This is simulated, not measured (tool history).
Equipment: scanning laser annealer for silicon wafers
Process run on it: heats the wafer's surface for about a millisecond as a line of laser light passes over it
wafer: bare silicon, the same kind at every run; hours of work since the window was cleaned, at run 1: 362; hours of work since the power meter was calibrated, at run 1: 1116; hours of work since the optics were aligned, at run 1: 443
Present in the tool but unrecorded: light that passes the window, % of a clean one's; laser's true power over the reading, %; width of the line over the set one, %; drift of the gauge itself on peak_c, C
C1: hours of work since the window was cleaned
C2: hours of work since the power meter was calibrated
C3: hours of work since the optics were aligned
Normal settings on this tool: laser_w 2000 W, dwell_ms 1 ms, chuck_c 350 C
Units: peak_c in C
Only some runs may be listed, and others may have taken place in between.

{"run": 1, "hour": 0.0, "laser_w": 2000, "dwell_ms": 1, "chuck_c": 350, "C1": 362, "C2": 1116, "C3": 443, "peak_c": 1034}
{"run": 2, "hour": 37.0, "laser_w": 2000, "dwell_ms": 1, "chuck_c": 350, "C1": 389, "C2": 1142, "C3": 470, "peak_c": 1032}
{"run": 3, "hour": 75.0, "laser_w": 2000, "dwell_ms": 1, "chuck_c": 350, "C1": 417, "C2": 1170, "C3": 497, "peak_c": 1026}
{"run": 4, "hour": 105.4, "laser_w": 2000, "dwell_ms": 1, "chuck_c": 350, "C1": 438, "C2": 1192, "C3": 519, "peak_c": 1026}
{"run": 5, "hour": 137.6, "laser_w": 2000, "dwell_ms": 1, "chuck_c": 350, "C1": 462, "C2": 1215, "C3": 542, "peak_c": 1027}
{"hour": 146.2, "done": "optics aligned, line set to its width"}
{"run": 6, "hour": 163.4, "laser_w": 2000, "dwell_ms": 1, "chuck_c": 350, "C1": 477, "C2": 1230, "C3": 12, "peak_c": 1022}
{"run": 7, "hour": 194.6, "laser_w": 1993, "dwell_ms": 1, "chuck_c": 350, "C1": 499, "C2": 1252, "C3": 35, "peak_c": 1016}
{"run": 8, "hour": 228.5, "laser_w": 2000, "dwell_ms": 1, "chuck_c": 331, "C1": 523, "C2": 1277, "C3": 59, "peak_c": 1002}
{"run": 9, "hour": 261.1, "laser_w": 2000, "dwell_ms": 1, "chuck_c": 331, "C1": 547, "C2": 1300, "C3": 83, "peak_c": 997}
{"hour": 271.7, "done": "optics aligned, line set to its width, once more"}
{"run": 10, "hour": 305.9, "laser_w": 1712, "dwell_ms": 0.83, "chuck_c": 350, "C1": 576, "C2": 1329, "C3": 25, "peak_c": 856}
{"run": 11, "hour": 335.3, "laser_w": 1712, "dwell_ms": 0.83, "chuck_c": 350, "C1": 597, "C2": 1350, "C3": 46, "peak_c": 852}
{"run": 12, "hour": 373.6, "laser_w": 1900, "dwell_ms": 1, "chuck_c": 366, "C1": 624, "C2": 1378, "C3": 73, "peak_c": 989}
{"hour": 410.0, "done": "window over the wafer cleaned"}
{"run": 13, "hour": 411.9, "laser_w": 2083, "dwell_ms": 0.85, "chuck_c": 350, "C1": 1, "C2": 1404, "C3": 100, "peak_c": 1024}
{"run": 14, "hour": 449.2, "laser_w": 2083, "dwell_ms": 0.85, "chuck_c": 317, "C1": 28, "C2": 1431, "C3": 126, "peak_c": 994}
{"run": 15, "hour": 476.2, "laser_w": 2000, "dwell_ms": 1.11, "chuck_c": 386, "C1": 48, "C2": 1450, "C3": 146, "peak_c": 1130}
{"run": 16, "hour": 510.3, "laser_w": 2000, "dwell_ms": 1.11, "chuck_c": 386, "C1": 72, "C2": 1475, "C3": 170, "peak_c": 1125}
{"run": 17, "hour": 537.9, "laser_w": 1776, "dwell_ms": 1.17, "chuck_c": 357, "C1": 92, "C2": 1495, "C3": 190, "peak_c": 1022}

Alternative continuations, all from the tool just after run 17; predict every row:
{"run": "A", "hour": 560.0, "laser_w": 2068, "dwell_ms": 1, "chuck_c": 350, "C1": 108, "C2": 1511, "C3": 206, "peak_c": "?"}
{"run": "B", "hour": 560.0, "laser_w": 1721, "dwell_ms": 1.17, "chuck_c": 357, "C1": 108, "C2": 1511, "C3": 206, "peak_c": "?"}
{"run": "C", "hour": 560.0, "laser_w": 2000, "dwell_ms": 0.81, "chuck_c": 350, "C1": 108, "C2": 1511, "C3": 206, "peak_c": "?"}
{"run": "D", "hour": 560.0, "laser_w": 1811, "dwell_ms": 1.17, "chuck_c": 357, "C1": 108, "C2": 1511, "C3": 206, "peak_c": "?"}
{"run": "E", "hour": 560.0, "laser_w": 2174, "dwell_ms": 0.84, "chuck_c": 357, "C1": 108, "C2": 1511, "C3": 206, "peak_c": "?"}

run=A peak_c=1074
run=B peak_c=999
run=C peak_c=968
run=D peak_c=1033
run=E peak_c=1052
What these runs would have given with no unlogged condition in the tool:
run=A peak_c=1094
run=B peak_c=1017
run=C peak_c=985
run=D peak_c=1051
run=E peak_c=1071

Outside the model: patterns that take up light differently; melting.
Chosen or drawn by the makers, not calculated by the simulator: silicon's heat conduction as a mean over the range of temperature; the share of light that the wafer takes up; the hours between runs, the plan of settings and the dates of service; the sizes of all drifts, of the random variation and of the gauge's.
